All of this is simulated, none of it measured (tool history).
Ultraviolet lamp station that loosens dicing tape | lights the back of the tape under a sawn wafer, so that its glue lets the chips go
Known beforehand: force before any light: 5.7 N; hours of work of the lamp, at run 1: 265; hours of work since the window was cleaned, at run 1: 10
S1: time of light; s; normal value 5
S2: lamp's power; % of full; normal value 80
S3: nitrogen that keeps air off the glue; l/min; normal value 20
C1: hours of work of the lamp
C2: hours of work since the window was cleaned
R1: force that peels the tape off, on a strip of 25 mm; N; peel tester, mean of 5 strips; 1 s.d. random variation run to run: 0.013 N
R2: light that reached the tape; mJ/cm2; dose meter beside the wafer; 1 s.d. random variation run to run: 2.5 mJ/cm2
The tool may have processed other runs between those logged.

run     day  S1  S2  S3   C1   C2     R1   R2
  1   0.000   5  80  20  265   10  0.718  279
  2   0.550   5  80  20  271   17  0.716  274
  3   0.904   5  80  20  276   21  0.705  272
  4   1.212   7  80  20  279   25  0.362  386
  5   1.762   5  66  20  286   32  1.030  224
  6   2.083   5  66  20  290   35  1.028  223
  7   2.562   5  66  20  296   41  1.047  225
  8   3.042   5  66  20  302   47  1.078  224
  9   3.483   5  66  20  307   53  1.032  221
 10   3.996   5  66  20  313   59  1.023  222
 11   4.442   5  66  20  319   64  1.031  222
 12   4.808   5  80  25  323   69  0.647  266
 13   5.125   5  80  25  327   72  0.690  266
 14   5.604   5  80  25  333   78  0.656  265
 15   6.038   9  80  20  338   84  0.257  479
 16   6.258   9  80  20  341   86  0.249  473
 17   6.483   9  80  20  344   89  0.252  475
 18   6.925   5  70  20  349   94  0.990  230
 19   7.250   5  70  20  353   98  0.984  226
 20   7.529   5  70  20  356  102  1.016  230
 21   8.046   5  70  20  363  108  0.998  227
 22   8.546   5  70  20  369  114  0.998  224
 23   8.908   5  70  20  373  119  1.024  229
 24   9.246   6  63  18  377  123  0.950  241
 25   9.554   5  81   7  381  126  1.454  260
 26   9.904   5  81   7  385  131  1.421  257
 27  10.400   3  80  23  391  137  1.678  153
 28  10.825   3  80  23  396  142  1.643  152
 29  11.183   5  80  11  401  146  1.230  254
 30  11.404   5  91  20  403  149  0.662  292
     11.462  -- window cleaned of glue's vapour
 31  11.854   5  91  20  409    5  0.713  276
 32  12.096   4  77  20  412    8  1.319  184
 33  12.496   7  77  36  416   13  0.358  325
 34  12.888   7  85  20  421   17  0.431  358
 35  13.288   5  99  20  426   22  0.617  298
 36  13.658  10  63  21  431   27  0.388  380
     13.742  -- window cleaned of glue's vapour, once more
 37  13.942   4  79  11  434    2  1.494  216
 38  14.367   5  67  17  439    8  1.081  222
 39  14.600   7  61  18  442   10  0.712  288
 40  14.862   8  65  18  445   14  0.500  352
 41  15.121   8  65  18  448   17  0.498  350
 42  15.533   8  65  18  453   22  0.502  351
 43  15.954   8  65  18  458   27  0.471  346

Consider 4 possible next runs. They are alternatives, not a sequence: every one starts from the tool as it was left by run 43. What does each give?
  A  16.392   2  65  21  464  32   ?   ?
  B  16.392   8  66  14  464  32   ?   ?
  C  16.392   6  80  31  464  32   ?   ?
  D  16.392   8  62  22  464  32   ?   ?

run     R1   R2
  A  2.830   81
  B  0.559  356
  C  0.408  319
  D  0.498  332
With no hidden state in the tool, these same runs would have given:
run     R1   R2
  A  2.583   93
  B  0.437  403
  C  0.319  362
  D  0.388  377

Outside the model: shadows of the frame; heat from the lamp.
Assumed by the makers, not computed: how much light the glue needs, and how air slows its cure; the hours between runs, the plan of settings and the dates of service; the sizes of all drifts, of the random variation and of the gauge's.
